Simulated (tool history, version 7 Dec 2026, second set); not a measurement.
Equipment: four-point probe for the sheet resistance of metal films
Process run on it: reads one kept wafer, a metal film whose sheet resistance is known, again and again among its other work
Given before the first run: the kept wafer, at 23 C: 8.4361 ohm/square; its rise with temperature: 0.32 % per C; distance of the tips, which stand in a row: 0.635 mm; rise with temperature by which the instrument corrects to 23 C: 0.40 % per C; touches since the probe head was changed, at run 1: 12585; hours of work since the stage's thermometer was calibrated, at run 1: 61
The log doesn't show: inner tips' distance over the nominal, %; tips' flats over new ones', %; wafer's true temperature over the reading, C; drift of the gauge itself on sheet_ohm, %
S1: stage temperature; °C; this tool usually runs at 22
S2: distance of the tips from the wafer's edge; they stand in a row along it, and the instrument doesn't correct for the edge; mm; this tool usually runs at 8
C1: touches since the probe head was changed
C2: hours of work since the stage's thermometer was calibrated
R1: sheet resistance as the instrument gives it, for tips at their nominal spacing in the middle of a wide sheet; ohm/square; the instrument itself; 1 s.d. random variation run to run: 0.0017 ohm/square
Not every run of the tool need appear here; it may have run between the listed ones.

{"run": 1, "hour": 0.0, "S1": 22, "S2": 8, "C1": 12585, "C2": 61, "R1": 8.471666}
{"run": 2, "hour": 40.7, "S1": 22, "S2": 8, "C1": 13811, "C2": 93, "R1": 8.468792}
{"run": 3, "hour": 65.9, "S1": 22, "S2": 8, "C1": 14571, "C2": 113, "R1": 8.468121}
{"run": 4, "hour": 97.4, "S1": 22, "S2": 38, "C1": 15522, "C2": 138, "R1": 8.439008}
{"run": 5, "hour": 129.9, "S1": 22, "S2": 38, "C1": 16501, "C2": 164, "R1": 8.439896}
{"run": 6, "hour": 151.8, "S1": 22, "S2": 38, "C1": 17162, "C2": 181, "R1": 8.436825}
{"run": 7, "hour": 183.3, "S1": 22, "S2": 38, "C1": 18111, "C2": 206, "R1": 8.436595}
{"run": 8, "hour": 203.7, "S1": 18, "S2": 38, "C1": 18725, "C2": 222, "R1": 8.469246}
{"run": 9, "hour": 244.3, "S1": 18, "S2": 38, "C1": 19948, "C2": 254, "R1": 8.466226}
{"run": 10, "hour": 275.4, "S1": 34, "S2": 38, "C1": 20885, "C2": 279, "R1": 8.353477}
{"run": 11, "hour": 308.2, "S1": 22, "S2": 47, "C1": 21876, "C2": 305, "R1": 8.433579}
{"run": 12, "hour": 348.9, "S1": 22, "S2": 8, "C1": 23101, "C2": 337, "R1": 8.46092}
{"run": 13, "hour": 372.9, "S1": 27, "S2": 8, "C1": 23826, "C2": 356, "R1": 8.425852}
{"run": 14, "hour": 399.8, "S1": 22, "S2": 8, "C1": 24637, "C2": 378, "R1": 8.463929}
{"run": 15, "hour": 425.4, "S1": 22, "S2": 8, "C1": 25408, "C2": 398, "R1": 8.459601}
{"run": 16, "hour": 448.6, "S1": 22, "S2": 8, "C1": 26107, "C2": 416, "R1": 8.459401}
{"run": 17, "hour": 487.9, "S1": 22, "S2": 8, "C1": 27292, "C2": 448, "R1": 8.460163}
{"run": 18, "hour": 523.2, "S1": 22, "S2": 8, "C1": 28356, "C2": 476, "R1": 8.457053}
{"run": 19, "hour": 565.7, "S1": 22, "S2": 45, "C1": 29637, "C2": 509, "R1": 8.427367}
{"run": 20, "hour": 596.4, "S1": 22, "S2": 45, "C1": 30561, "C2": 533, "R1": 8.431198}
{"run": 21, "hour": 623.2, "S1": 19, "S2": 8, "C1": 31371, "C2": 555, "R1": 8.478455}
{"run": 22, "hour": 644.1, "S1": 27, "S2": 8, "C1": 31999, "C2": 571, "R1": 8.418146}
{"run": 23, "hour": 685.8, "S1": 27, "S2": 8, "C1": 33257, "C2": 604, "R1": 8.420111}
{"run": 24, "hour": 723.6, "S1": 27, "S2": 8, "C1": 34397, "C2": 634, "R1": 8.416403}
{"run": 25, "hour": 753.7, "S1": 22, "S2": 8, "C1": 35304, "C2": 658, "R1": 8.454364}
{"run": 26, "hour": 785.1, "S1": 22, "S2": 8, "C1": 36250, "C2": 683, "R1": 8.45316}
{"run": 27, "hour": 811.3, "S1": 21, "S2": 6, "C1": 37039, "C2": 704, "R1": 8.479342}
{"run": 28, "hour": 838.1, "S1": 22, "S2": 66, "C1": 37846, "C2": 725, "R1": 8.423649}
{"run": 29, "hour": 866.1, "S1": 22, "S2": 9, "C1": 38691, "C2": 747, "R1": 8.445703}
{"run": 30, "hour": 910.6, "S1": 22, "S2": 9, "C1": 40032, "C2": 782, "R1": 8.445709}
{"run": 31, "hour": 945.4, "S1": 31, "S2": 4, "C1": 41082, "C2": 810, "R1": 8.466408}
{"hour": 947.9, "done": "stage's thermometer calibrated"}
{"run": 32, "hour": 967.7, "S1": 33, "S2": 57, "C1": 41737, "C2": 16, "R1": 8.34138}
{"run": 33, "hour": 1000.4, "S1": 33, "S2": 57, "C1": 42723, "C2": 42, "R1": 8.3418}
{"run": 34, "hour": 1038.0, "S1": 33, "S2": 57, "C1": 43857, "C2": 71, "R1": 8.338898}
{"run": 35, "hour": 1061.1, "S1": 33, "S2": 57, "C1": 44554, "C2": 90, "R1": 8.339825}
{"run": 36, "hour": 1101.1, "S1": 22, "S2": 49, "C1": 45761, "C2": 121, "R1": 8.418794}
{"hour": 1115.2, "done": "stage's thermometer calibrated, once more"}
{"run": 37, "hour": 1133.7, "S1": 22, "S2": 38, "C1": 46727, "C2": 15, "R1": 8.41841}
{"run": 38, "hour": 1164.3, "S1": 23, "S2": 4, "C1": 47649, "C2": 39, "R1": 8.522608}
{"run": 39, "hour": 1192.2, "S1": 22, "S2": 12, "C1": 48491, "C2": 61, "R1": 8.429893}
{"run": 40, "hour": 1219.3, "S1": 22, "S2": 12, "C1": 49307, "C2": 82, "R1": 8.433514}
{"run": 41, "hour": 1262.7, "S1": 22, "S2": 12, "C1": 50617, "C2": 117, "R1": 8.429915}
{"run": 42, "hour": 1297.0, "S1": 30, "S2": 56, "C1": 51648, "C2": 144, "R1": 8.355305}
{"run": 43, "hour": 1328.1, "S1": 30, "S2": 56, "C1": 52588, "C2": 169, "R1": 8.36212}
{"run": 44, "hour": 1348.8, "S1": 34, "S2": 10, "C1": 53212, "C2": 185, "R1": 8.346348}

Branching from run 44: 3 alternative next runs. What would each branch give?
{"run": "A", "hour": 1388.6, "S1": 34, "S2": 5, "C1": 54411, "C2": 217, "R1": "?"}
{"run": "B", "hour": 1388.6, "S1": 31, "S2": 52, "C1": 54411, "C2": 217, "R1": "?"}
{"run": "C", "hour": 1388.6, "S1": 31, "S2": 14, "C1": 54411, "C2": 217, "R1": "?"}

run=A R1=8.400599
run=B R1=8.350316
run=C R1=8.358257
Had the tool no hidden state, the same runs would have come out as:
run=A R1=8.430868
run=B R1=8.380433
run=C R1=8.388399
